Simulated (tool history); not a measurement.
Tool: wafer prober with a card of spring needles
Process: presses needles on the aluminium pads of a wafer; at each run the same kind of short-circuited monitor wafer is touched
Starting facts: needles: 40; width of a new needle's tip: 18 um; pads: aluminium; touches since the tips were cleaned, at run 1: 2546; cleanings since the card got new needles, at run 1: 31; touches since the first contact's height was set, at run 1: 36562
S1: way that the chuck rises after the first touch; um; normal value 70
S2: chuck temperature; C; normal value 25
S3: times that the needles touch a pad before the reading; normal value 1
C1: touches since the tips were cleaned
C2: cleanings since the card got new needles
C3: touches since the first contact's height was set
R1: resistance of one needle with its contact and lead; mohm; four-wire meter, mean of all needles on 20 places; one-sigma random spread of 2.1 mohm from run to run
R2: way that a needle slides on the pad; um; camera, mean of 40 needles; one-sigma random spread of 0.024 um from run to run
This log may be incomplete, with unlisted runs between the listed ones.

Run 1, hour 0: usual settings; C1 2546; C2 31; C3 36562. Result: R1 227 mohm, R2 16.57 um.
At hour 10.7: tips cleaned on abrasive film.
Run 2, hour 26.7: usual settings; C1 5538; C2 32; C3 45754. Result: R1 233 mohm, R2 16.59 um.
At hour 29: tips cleaned on abrasive film.
At hour 46.9: tips cleaned on abrasive film.
Run 3, hour 50.5: usual settings but S3 2; C1 1248; C2 34; C3 53912. Result: R1 232 mohm, R2 16.59 um.
At hour 66.3: tips cleaned on abrasive film.
Run 4, hour 77.7: usual settings but S3 2; C1 3916; C2 35; C3 63258. Result: R1 230 mohm, R2 16.52 um.
At hour 84.7: tips cleaned on abrasive film.
Run 5, hour 97.2: usual settings but S3 2; C1 4307; C2 36; C3 69965. Result: R1 231 mohm, R2 16.57 um.
At hour 103: tips cleaned on abrasive film.
Run 6, hour 110.3: usual settings but S3 2; C1 2518; C2 37; C3 74456. Result: R1 230 mohm, R2 16.58 um.
At hour 120.5: tips cleaned on abrasive film.
At hour 138.7: tips cleaned on abrasive film.
Run 7, hour 139.2: usual settings; C1 196; C2 39; C3 84388. Result: R1 229 mohm, R2 16.56 um.
At hour 156.8: tips cleaned on abrasive film.
Run 8, hour 166.8: usual settings; C1 3430; C2 40; C3 93871. Result: R1 231 mohm, R2 16.55 um.
At hour 174.2: tips cleaned on abrasive film.
Run 9, hour 189.7: usual settings; C1 5376; C2 41; C3 101763. Result: R1 234 mohm, R2 16.53 um.
At hour 191.5: tips cleaned on abrasive film.
At hour 209: tips cleaned on abrasive film.
Run 10, hour 217.4: usual settings; C1 2912; C2 43; C3 111261. Result: R1 232 mohm, R2 16.55 um.
At hour 226.2: tips cleaned on abrasive film.
Run 11, hour 230.8: usual settings; C1 1566; C2 44; C3 115837. Result: R1 230 mohm, R2 16.52 um.
At hour 245.2: tips cleaned on abrasive film.
Run 12, hour 253.5: usual settings; C1 2866; C2 45; C3 123660. Result: R1 231 mohm, R2 16.55 um.
At hour 263.8: tips cleaned on abrasive film.
Run 13, hour 270.7: usual settings but S2 108 C; C1 2377; C2 46; C3 129558. Result: R1 253 mohm, R2 16.54 um.
At hour 282.9: tips cleaned on abrasive film.
Run 14, hour 288.6: usual settings but S2 34 C; C1 1957; C2 47; C3 135709. Result: R1 236 mohm, R2 16.52 um.
At hour 300.2: tips cleaned on abrasive film.
At hour 318.8: tips cleaned on abrasive film.
Run 15, hour 319.7: usual settings but S1 89 um; C1 326; C2 49; C3 146408. Result: R1 227 mohm, R2 21.02 um.
At hour 337.2: tips cleaned on abrasive film.
Run 16, hour 350.7: usual settings but S1 89 um; C1 4657; C2 50; C3 157068. Result: R1 226 mohm, R2 20.95 um.
At hour 355.2: tips cleaned on abrasive film.
At hour 372.8: tips cleaned on abrasive film.
Run 17, hour 377.3: usual settings but S1 75 um, S2 46 C, S3 3; C1 1588; C2 52; C3 166208. Result: R1 237 mohm, R2 17.69 um.
At hour 385.6: height of the first contact set anew.
At hour 391.5: tips cleaned on abrasive film.
Run 18, hour 402.7: usual settings but S1 75 um, S2 46 C, S3 3; C1 3847; C2 53; C3 5854. Result: R1 239 mohm, R2 17.65 um.
At hour 409.4: tips cleaned on abrasive film.
At hour 427.8: tips cleaned on abrasive film.
Run 19, hour 428.7: usual settings but S1 53 um, S2 33 C, S3 3; C1 315; C2 55; C3 14791. Result: R1 246 mohm, R2 12.49 um.
At hour 445.5: tips cleaned on abrasive film.
Run 20, hour 445.5: usual settings but S1 53 um, S2 33 C, S3 3; C1 0; C2 56; C3 20556. Result: R1 240 mohm, R2 12.47 um.
At hour 464.7: tips cleaned on abrasive film.
Run 21, hour 472: usual settings but S1 85 um, S2 33 C, S3 3; C1 2535; C2 57; C3 29681. Result: R1 226 mohm, R2 19.98 um.
At hour 482.5: tips cleaned on abrasive film.
At hour 499.8: tips cleaned on abrasive film.
Run 22, hour 504.2: usual settings but S1 85 um, S2 33 C, S3 3; C1 1524; C2 59; C3 40721. Result: R1 229 mohm, R2 19.99 um.
At hour 517.5: tips cleaned on abrasive film.
Run 23, hour 521.4: usual settings but S1 60 um, S2 70 C, S3 2; C1 1358; C2 60; C3 46645. Result: R1 249 mohm, R2 14.07 um.
At hour 535.1: tips cleaned on abrasive film.
Run 24, hour 536.3: usual settings but S1 60 um, S2 70 C, S3 2; C1 421; C2 61; C3 51752. Result: R1 252 mohm, R2 14.1 um.
Run 25, hour 551.4: usual settings but S1 60 um, S2 70 C, S3 2; C1 5621; C2 61; C3 56952. Result: R1 251 mohm, R2 14.11 um.
At hour 553.9: tips cleaned on abrasive film.
Run 26, hour 569.9: usual settings but S1 53 um, S2 100 C, S3 3; C1 5526; C2 62; C3 63332. Result: R1 266 mohm, R2 12.41 um.
At hour 571.4: tips cleaned on abrasive film.
At hour 589.3: tips cleaned on abrasive film.
Run 27, hour 600.4: usual settings but S1 53 um, S2 100 C, S3 3; C1 3858; C2 64; C3 73799. Result: R1 264 mohm, R2 12.4 um.
At hour 607.1: tips cleaned on abrasive film.
At hour 624.9: tips cleaned on abrasive film.
Run 28, hour 630.4: usual settings but S1 63 um, S2 97 C; C1 1904; C2 66; C3 84089. Result: R1 257 mohm, R2 14.75 um.
At hour 643.8: tips cleaned on abrasive film.
Run 29, hour 656.7: usual settings but S1 56 um, S2 59 C; C1 4459; C2 67; C3 93128. Result: R1 255 mohm, R2 13.12 um.
At hour 662.5: tips cleaned on abrasive film.
At hour 681.2: tips cleaned on abrasive film.
Run 30, hour 683.1: usual settings but S1 56 um, S2 44 C, S3 2; C1 652; C2 69; C3 102189. Result: R1 240 mohm, R2 13.12 um.
At hour 699.7: tips cleaned on abrasive film.
Run 31, hour 712.6: usual settings but S1 69 um, S2 37 C; C1 4469; C2 70; C3 112351. Result: R1 237 mohm, R2 16.14 um.

Consider 3 possible next runs. They are alternatives, not a sequence: every one starts from the tool as it was left by run 31. What does each give?
At hour 718.9: tips cleaned on abrasive film.
At hour 736.3: tips cleaned on abrasive film.
Run A, hour 743.2: usual settings but S1 78 um, S2 102 C; C1 2395; C2 72; C3 122857. Result: R1 ?, R2 ?.
At hour 718.9: tips cleaned on abrasive film.
At hour 736.3: tips cleaned on abrasive film.
Run B, hour 743.2: usual settings but S1 85 um, S2 41 C; C1 2395; C2 72; C3 122857. Result: R1 ?, R2 ?.
At hour 718.9: tips cleaned on abrasive film.
At hour 736.3: tips cleaned on abrasive film.
Run C, hour 743.2: usual settings but S3 2; C1 2395; C2 72; C3 122857. Result: R1 ?, R2 ?.

run   R1     R2
  A  251  18.27
  B  230  19.86
  C  234  16.38
The same runs, with their run-to-run variation unchanged, on a tool lacking any hidden condition would have given:
run   R1     R2
  A  251  18.54
  B  230  20.15
  C  234  16.63
